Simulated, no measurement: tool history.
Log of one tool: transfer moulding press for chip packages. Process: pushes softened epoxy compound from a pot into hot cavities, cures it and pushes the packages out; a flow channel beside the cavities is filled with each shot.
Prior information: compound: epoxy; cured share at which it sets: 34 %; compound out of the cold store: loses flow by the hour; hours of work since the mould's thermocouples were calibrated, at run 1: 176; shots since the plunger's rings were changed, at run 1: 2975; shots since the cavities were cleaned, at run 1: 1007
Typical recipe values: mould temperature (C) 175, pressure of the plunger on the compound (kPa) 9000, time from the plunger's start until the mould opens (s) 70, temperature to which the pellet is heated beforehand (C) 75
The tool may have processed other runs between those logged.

| run | hour | mould temperature (C) | pressure of the plunger on the compound (kPa) | time from the plunger's start until the mould opens (s) | temperature to which the pellet is heated beforehand (C) | hours of work since the mould's thermocouples were calibrated | shots since the plunger's rings were changed | shots since the cavities were cleaned | incoming compound's hours out of the cold store | length that the compound runs in the flow channel (mm) | greatest force on the pins that push the packages out (N) |
|---|---|---|---|---|---|---|---|---|---|---|---|
| 1 | 0.0 | 175 | 9000 | 70 | 75 | 176 | 2975 | 1007 | 47.8 | 469 | 709 |
|  | 7.6 | plunger's sealing rings changed |
| 2 | 14.8 | 175 | 9000 | 70 | 75 | 181 | 77 | 1139 | 9.2 | 616 | 758 |
|  | 21.2 | cavities cleaned with cleaning compound and waxed |
| 3 | 23.6 | 175 | 9000 | 70 | 68 | 184 | 154 | 25 | 40.7 | 501 | 379 |
| 4 | 32.2 | 175 | 9000 | 70 | 68 | 187 | 247 | 118 | 44.4 | 495 | 461 |
| 5 | 37.9 | 175 | 9000 | 70 | 77 | 190 | 307 | 178 | 43.9 | 496 | 488 |
| 6 | 48.7 | 175 | 9000 | 70 | 77 | 194 | 423 | 294 | 22.5 | 564 | 565 |
| 7 | 54.5 | 175 | 9000 | 56 | 75 | 196 | 485 | 356 | 43.5 | 498 | 788 |
| 8 | 62.1 | 175 | 9000 | 70 | 75 | 199 | 566 | 437 | 35.4 | 523 | 622 |
| 9 | 67.7 | 175 | 9000 | 56 | 75 | 202 | 625 | 496 | 17.7 | 582 | 943 |
| 10 | 77.2 | 175 | 7250 | 56 | 75 | 206 | 727 | 598 | 42.5 | 445 | 927 |
| 11 | 88.3 | 175 | 7250 | 56 | 75 | 210 | 845 | 716 | 25.6 | 494 | 1031 |
| 12 | 95.0 | 175 | 7250 | 56 | 75 | 213 | 917 | 788 | 20.0 | 511 | 1042 |
| 13 | 102.4 | 175 | 7250 | 56 | 75 | 216 | 996 | 867 | 31.7 | 475 | 1061 |
| 14 | 114.2 | 175 | 7250 | 56 | 75 | 220 | 1122 | 993 | 10.1 | 542 | 1194 |
| 15 | 124.5 | 177 | 8810 | 57 | 68 | 225 | 1232 | 1103 | 29.5 | 525 | 926 |
|  | 133.7 | cavities cleaned with cleaning compound and waxed |
| 16 | 134.2 | 175 | 9000 | 52 | 75 | 228 | 1321 | 6 | 45.3 | 486 | 609 |
| 17 | 144.4 | 175 | 7600 | 61 | 69 | 232 | 1430 | 115 | 47.8 | 437 | 555 |
| 18 | 151.8 | 175 | 9630 | 106 | 66 | 235 | 1509 | 194 | 32.7 | 535 | 429 |
| 19 | 161.2 | 175 | 6880 | 106 | 66 | 239 | 1609 | 294 | 34.7 | 449 | 481 |
| 20 | 167.8 | 172 | 8260 | 110 | 66 | 241 | 1680 | 365 | 11.3 | 575 | 520 |
| 21 | 179.5 | 176 | 8260 | 110 | 66 | 246 | 1804 | 489 | 27.7 | 510 | 557 |
| 22 | 186.6 | 175 | 9000 | 107 | 84 | 249 | 1880 | 565 | 17.2 | 572 | 587 |
| 23 | 193.8 | 175 | 7440 | 89 | 80 | 252 | 1957 | 642 | 21.3 | 506 | 589 |
| 24 | 205.3 | 175 | 7440 | 89 | 80 | 256 | 2080 | 765 | 23.9 | 494 | 624 |
| 25 | 218.0 | 177 | 8450 | 89 | 80 | 261 | 2216 | 901 | 29.0 | 513 | 657 |
| 26 | 224.5 | 177 | 8450 | 89 | 80 | 264 | 2285 | 970 | 46.5 | 456 | 645 |
| 27 | 230.9 | 177 | 10170 | 99 | 76 | 267 | 2354 | 1039 | 37.1 | 533 | 646 |
| 28 | 243.6 | 175 | 10030 | 59 | 75 | 272 | 2490 | 1175 | 36.2 | 533 | 936 |

Hidden state at the last listed run before each entry between runs and at the first one after, where it differs:
Logged between run 1 and run 2: plunger's sealing rings changed (hour 7.6)
  true mould temperature over the reading, C: -0.51 -> -0.52; pressure that reaches the compound, % of what is set: 91 -> 99.29; grip of the stained cavities, % over clean ones': 100.8 -> 104.1
  measured result minus the result with no hidden state, length that the compound runs in the flow channel (mm): -22 -> -1; greatest force on the pins that push the packages out (N): +361 -> +394
Logged between run 2 and run 3: cavities cleaned with cleaning compound and waxed (hour 21.2)
  true mould temperature over the reading, C: -0.52 -> -0.53; pressure that reaches the compound, % of what is set: 99.29 -> 99.08; grip of the stained cavities, % over clean ones': 104.1 -> 7.4
  measured result minus the result with no hidden state, length that the compound runs in the flow channel (mm): -1 -> -2; greatest force on the pins that push the packages out (N): +394 -> +32
Logged between run 15 and run 16: cavities cleaned with cleaning compound and waxed (hour 133.7)
  pressure that reaches the compound, % of what is set: 96.02 -> 95.78; grip of the stained cavities, % over clean ones': 101.7 -> 3.6
  measured result minus the result with no hidden state, length that the compound runs in the flow channel (mm): -10 -> -10; greatest force on the pins that push the packages out (N): +481 -> +44
